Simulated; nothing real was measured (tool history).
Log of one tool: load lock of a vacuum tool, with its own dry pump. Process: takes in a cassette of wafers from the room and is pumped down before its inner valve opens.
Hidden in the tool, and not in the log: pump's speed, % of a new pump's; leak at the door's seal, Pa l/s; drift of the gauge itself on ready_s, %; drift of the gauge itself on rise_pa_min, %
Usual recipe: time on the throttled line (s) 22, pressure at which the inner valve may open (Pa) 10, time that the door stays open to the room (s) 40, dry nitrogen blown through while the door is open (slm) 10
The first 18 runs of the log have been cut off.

run,hour,time on the throttled line (s),pressure at which the inner valve may open (Pa),time that the door stays open to the room (s),dry nitrogen blown through while the door is open (slm),hours that the pump has run since its overhaul,times that the door has closed on its seal,"incoming humidity of the room's air, %",time from the closed door until the inner valve may open (s),rise of the pressure with all valves shut (Pa/min)
19,1207.5,22,10,40,10,22691,1870,45.2,36.4,0.033
20,1250.0,22,9,49,7,22734,1929,42.6,36.9,0.039
21,1308.2,42,11,50,4,22792,2009,44.5,52.6,0.048
22,1388.0,14,18,29,21,22872,2118,41.7,28.5,0.022
23,1466.5,22,12,40,10,22950,2226,48.5,35.9,0.042
# hour 1536.0: dry pump taken out, an overhauled one fitted
24,1540.1,18,10,122,7,4,2319,43.9,33.2,0.076
25,1600.9,11,10,74,15,65,2402,44.1,27.5,0.042
26,1690.7,11,10,74,15,155,2526,42.9,27.5,0.038
27,1761.4,30,18,40,10,225,2623,43.2,42.2,0.028
28,1830.6,19,18,40,10,295,2718,44.9,33.1,0.037
29,1902.2,22,11,26,10,366,2816,44.1,36.1,0.031
30,1945.3,15,11,134,7,409,2875,41.0,30.6,0.068
31,2024.2,22,16,40,10,488,2984,43.2,35.8,0.032
32,2106.1,26,11,109,20,570,3096,44.6,39.8,0.044
33,2155.5,31,18,109,20,619,3164,45.8,42.8,0.048
34,2201.4,31,18,109,20,665,3227,41.7,42.7,0.049
35,2256.8,14,12,226,13,721,3303,43.9,29.4,0.088
36,2353.9,17,13,124,4,818,3436,45.2,31.9,0.088
37,2407.2,25,10,40,10,871,3510,42.7,39.0,0.030

3 options for the next run, each taken on its own from the tool as it stands now. Forecast them:
A,2461.0,25,10,40,43,925,3584,44.6,?,?
B,2461.0,25,16,40,15,925,3584,42.6,?,?
C,2461.0,25,17,40,10,925,3584,44.2,?,?

run,time from the closed door until the inner valve may open (s),rise of the pressure with all valves shut (Pa/min)
A,39.3,0.022
B,37.9,0.029
C,38.2,0.029
Stripped of hidden state, with their random variation kept, the same runs would have yielded:
run,time from the closed door until the inner valve may open (s),rise of the pressure with all valves shut (Pa/min)
A,39.3,0.022
B,37.9,0.029
C,38.2,0.029
